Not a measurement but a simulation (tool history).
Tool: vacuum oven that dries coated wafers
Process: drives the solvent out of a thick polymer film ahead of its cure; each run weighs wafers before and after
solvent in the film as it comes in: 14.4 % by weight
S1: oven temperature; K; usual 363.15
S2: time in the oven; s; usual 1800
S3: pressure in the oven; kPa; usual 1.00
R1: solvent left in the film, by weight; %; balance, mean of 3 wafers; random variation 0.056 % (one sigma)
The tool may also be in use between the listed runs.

Run 1, day 0.000: usual settings. Result: R1 3.10 %.
Run 2, day 2.821: usual settings but S2 1680 s. Result: R1 3.28 %.
Run 3, day 4.633: usual settings. Result: R1 3.24 %.
Run 4, day 7.075: usual settings. Result: R1 3.14 %.
Run 5, day 8.638: usual settings. Result: R1 3.21 %.
Run 6, day 11.042: usual settings. Result: R1 3.24 %.
At day 13.212: oven's thermocouples calibrated.
Run 7, day 14.475: usual settings. Result: R1 3.39 %.
Run 8, day 16.096: usual settings but S3 2.38 kPa. Result: R1 5.03 %.
Run 9, day 18.508: usual settings but S3 2.38 kPa. Result: R1 5.13 %.
Run 10, day 20.867: usual settings but S1 357.15 K. Result: R1 5.27 %.
At day 21.633: oven's thermocouples calibrated, once more.
Run 11, day 22.312: usual settings but S3 1.06 kPa. Result: R1 3.04 %.
Run 12, day 25.167: usual settings but S3 1.06 kPa. Result: R1 3.09 %.
Run 13, day 27.871: usual settings. Result: R1 3.04 %.
Run 14, day 31.212: usual settings. Result: R1 3.00 %.
Run 15, day 33.129: usual settings. Result: R1 3.12 %.
Run 16, day 34.621: usual settings. Result: R1 3.02 %.
Run 17, day 36.308: usual settings but S1 353.15 K, S2 1680 s. Result: R1 6.50 %.
Run 18, day 38.158: usual settings but S1 353.15 K, S2 1680 s. Result: R1 6.38 %.
Run 19, day 41.058: usual settings but S1 375.15 K, S2 1680 s, S3 1.88 kPa. Result: R1 2.11 %.

Run 20 comes next. What will it give?
Run 20, day 44.275: usual settings but S1 362.15 K, S2 1680 s, S3 0.67 kPa. Result: R1 ?.

R1: 3.21 %
Without the tool's hidden state the same run would have given R1 2.59 %.
